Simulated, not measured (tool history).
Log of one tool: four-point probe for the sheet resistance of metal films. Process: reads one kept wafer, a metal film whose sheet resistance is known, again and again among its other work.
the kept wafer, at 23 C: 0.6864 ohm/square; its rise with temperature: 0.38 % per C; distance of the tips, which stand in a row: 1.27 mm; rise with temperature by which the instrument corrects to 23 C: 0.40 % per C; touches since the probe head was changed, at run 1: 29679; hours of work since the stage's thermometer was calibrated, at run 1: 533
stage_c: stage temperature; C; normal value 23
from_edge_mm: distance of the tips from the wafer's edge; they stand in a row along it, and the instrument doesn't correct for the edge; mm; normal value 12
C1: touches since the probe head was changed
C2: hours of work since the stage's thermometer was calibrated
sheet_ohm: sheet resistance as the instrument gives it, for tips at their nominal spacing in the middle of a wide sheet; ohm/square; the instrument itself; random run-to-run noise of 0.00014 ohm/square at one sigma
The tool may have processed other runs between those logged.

run 1 hour=0 | stage_c=23 from_edge_mm=12 | C1=29679 C2=533 | sheet_ohm=0.690465
run 2 hour=15.8 | stage_c=23 from_edge_mm=12 | C1=30438 C2=542 | sheet_ohm=0.690547
run 3 hour=29.1 | stage_c=23 from_edge_mm=12 | C1=31077 C2=549 | sheet_ohm=0.690561
run 4 hour=46.7 | stage_c=23 from_edge_mm=12 | C1=31923 C2=559 | sheet_ohm=0.690369
run 5 hour=69.6 | stage_c=28 from_edge_mm=12 | C1=33027 C2=572 | sheet_ohm=0.689949
run 6 hour=90.1 | stage_c=28 from_edge_mm=12 | C1=34009 C2=584 | sheet_ohm=0.689826
run 7 hour=103.6 | stage_c=23 from_edge_mm=6 | C1=34659 C2=591 | sheet_ohm=0.70248
run 8 hour=118.2 | stage_c=23 from_edge_mm=6 | C1=35361 C2=599 | sheet_ohm=0.70278
run 9 hour=140.5 | stage_c=23 from_edge_mm=42 | C1=36433 C2=612 | sheet_ohm=0.686862
run 10 hour=162.1 | stage_c=23 from_edge_mm=42 | C1=37475 C2=624 | sheet_ohm=0.686826
run 11 hour=175.9 | stage_c=24 from_edge_mm=42 | C1=38137 C2=632 | sheet_ohm=0.686517
run 12 hour=191.6 | stage_c=23 from_edge_mm=5 | C1=38891 C2=640 | sheet_ohm=0.709337
run 13 hour=208.4 | stage_c=31 from_edge_mm=5 | C1=39698 C2=650 | sheet_ohm=0.708719
run 14 hour=226.1 | stage_c=23 from_edge_mm=12 | C1=40549 C2=660 | sheet_ohm=0.690787
run 15 hour=236.7 | stage_c=24 from_edge_mm=44 | C1=41059 C2=666 | sheet_ohm=0.686405
run 16 hour=251.3 | stage_c=27 from_edge_mm=4 | C1=41761 C2=674 | sheet_ohm=0.721062
run 17 hour=274.1 | stage_c=32 from_edge_mm=6 | C1=42857 C2=687 | sheet_ohm=0.701504
run 18 hour=292.5 | stage_c=23 from_edge_mm=33 | C1=43743 C2=697 | sheet_ohm=0.686752
run 19 hour=306.3 | stage_c=23 from_edge_mm=33 | C1=44407 C2=705 | sheet_ohm=0.687025
run 20 hour=330.1 | stage_c=23 from_edge_mm=33 | C1=45553 C2=718 | sheet_ohm=0.68681
run 21 hour=348.3 | stage_c=32 from_edge_mm=4 | C1=46425 C2=728 | sheet_ohm=0.720427
run 22 hour=367.6 | stage_c=25 from_edge_mm=35 | C1=47357 C2=739 | sheet_ohm=0.686778
run 23 hour=386.6 | stage_c=25 from_edge_mm=35 | C1=48266 C2=750 | sheet_ohm=0.686592
run 24 hour=402.6 | stage_c=25 from_edge_mm=35 | C1=49036 C2=759 | sheet_ohm=0.686373
run 25 hour=416.6 | stage_c=28 from_edge_mm=44 | C1=49710 C2=767 | sheet_ohm=0.686284
run 26 hour=435.9 | stage_c=22 from_edge_mm=32 | C1=50640 C2=778 | sheet_ohm=0.686855
run 27 hour=457.7 | stage_c=22 from_edge_mm=32 | C1=51689 C2=790 | sheet_ohm=0.686883
run 28 hour=470.3 | stage_c=19 from_edge_mm=12 | C1=52292 C2=797 | sheet_ohm=0.691166

3 ways to go on from here, each from the tool as it stands after run 28. What would each give?
run A hour=486.7 | stage_c=31 from_edge_mm=3 | C1=53080 C2=806 | sheet_ohm=?
run B hour=486.7 | stage_c=33 from_edge_mm=14 | C1=53080 C2=806 | sheet_ohm=?
run C hour=486.7 | stage_c=23 from_edge_mm=52 | C1=53080 C2=806 | sheet_ohm=?

run=A sheet_ohm=0.745432
run=B sheet_ohm=0.688226
run=C sheet_ohm=0.686897
With no hidden state in the tool, these same runs would have given:
run=A sheet_ohm=0.745435
run=B sheet_ohm=0.688229
run=C sheet_ohm=0.6869
